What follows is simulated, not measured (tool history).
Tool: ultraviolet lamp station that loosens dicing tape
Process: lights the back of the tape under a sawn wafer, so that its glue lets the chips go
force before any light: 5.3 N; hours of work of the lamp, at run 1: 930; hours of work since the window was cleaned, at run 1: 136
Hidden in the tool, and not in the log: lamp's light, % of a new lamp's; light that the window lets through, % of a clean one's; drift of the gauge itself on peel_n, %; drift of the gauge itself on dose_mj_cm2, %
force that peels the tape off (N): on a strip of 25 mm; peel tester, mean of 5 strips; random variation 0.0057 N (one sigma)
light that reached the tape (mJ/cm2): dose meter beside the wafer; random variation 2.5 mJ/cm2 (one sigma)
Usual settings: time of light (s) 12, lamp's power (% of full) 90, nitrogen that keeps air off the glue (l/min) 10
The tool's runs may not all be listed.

run   hour  time of light (s)  lamp's power (% of full)  nitrogen that keeps air off the glue (l/min)  hours of work of the lamp  hours of work since the window was cleaned  force that peels the tape off (N)  light that reached the tape (mJ/cm2)
  1    0.0                 12                        90                                            10                        930                                         136                              0.241                                   254
  2   38.1                 14                        90                                            10                        956                                         161                              0.169                                   290
  3   75.7                 14                        90                                            10                        981                                         187                              0.193                                   288
  4  105.6                 14                        90                                            10                       1002                                         207                              0.180                                   286
  5  140.1                 12                        90                                            12                       1025                                         231                              0.236                                   241
  6  178.3                 12                        90                                            10                       1051                                         257                              0.277                                   237
  7  203.1                 12                        66                                            10                       1068                                         274                              0.611                                   166
     215.5  -- window cleaned of glue's vapour
  8  235.9                 12                        90                                             3                       1090                                          14                              0.554                                   259
  9  257.2                 12                        90                                            10                       1105                                          28                              0.242                                   256
 10  278.0                 12                        90                                            10                       1119                                          42                              0.234                                   256
 11  295.8                  9                        90                                            10                       1131                                          55                              0.479                                   191
 12  318.1                 12                        90                                             7                       1146                                          70                              0.312                                   254
 13  337.5                 12                        90                                             7                       1159                                          83                              0.332                                   247
 14  371.6                 10                        88                                             4                       1182                                         106                              0.760                                   203
 15  395.8                 11                        60                                             6                       1199                                         123                              1.034                                   151
 16  421.2                 11                        60                                             6                       1216                                         140                              1.038                                   147
 17  441.2                 13                        60                                             6                       1230                                         154                              0.765                                   173
 18  469.7                 13                        60                                             6                       1249                                         173                              0.800                                   170
 19  494.7                 13                        60                                             6                       1266                                         190                              0.833                                   173
 20  528.5                 13                        90                                             6                       1289                                         213                              0.361                                   254
 21  567.5                 14                        86                                            17                       1316                                         240                              0.165                                   254
 22  607.5                 12                        90                                             4                       1343                                         267                              0.616                                   224
     630.2  -- window cleaned of glue's vapour
 23  640.9                 12                        64                                            11                       1365                                           7                              0.528                                   174
 24  683.0                 12                        64                                             3                       1394                                          36                              1.167                                   170
 25  704.7                 12                        64                                             3                       1409                                          51                              1.163                                   172
 26  735.5                  9                        90                                            10                       1430                                          72                              0.541                                   174

Hidden state at the last listed run before each entry between runs and at the first one after, where it differs:
Between runs 7 and 8: window cleaned of glue's vapour (hour 215.5)
  lamp's light, % of a new lamp's: 83.5 -> 83.2; light that the window lets through, % of a clean one's: 90 -> 99.1
  measured less the result without the state, force that peels the tape off (N): +0.294 -> +0.197; light that reached the tape (mJ/cm2): -56 -> -55
Between runs 22 and 23: window cleaned of glue's vapour (hour 630.2)
  lamp's light, % of a new lamp's: 79.5 -> 79.2; light that the window lets through, % of a clean one's: 91.1 -> 99.7
  measured less the result without the state, force that peels the tape off (N): +0.324 -> +0.221; light that reached the tape (mJ/cm2): -86 -> -47

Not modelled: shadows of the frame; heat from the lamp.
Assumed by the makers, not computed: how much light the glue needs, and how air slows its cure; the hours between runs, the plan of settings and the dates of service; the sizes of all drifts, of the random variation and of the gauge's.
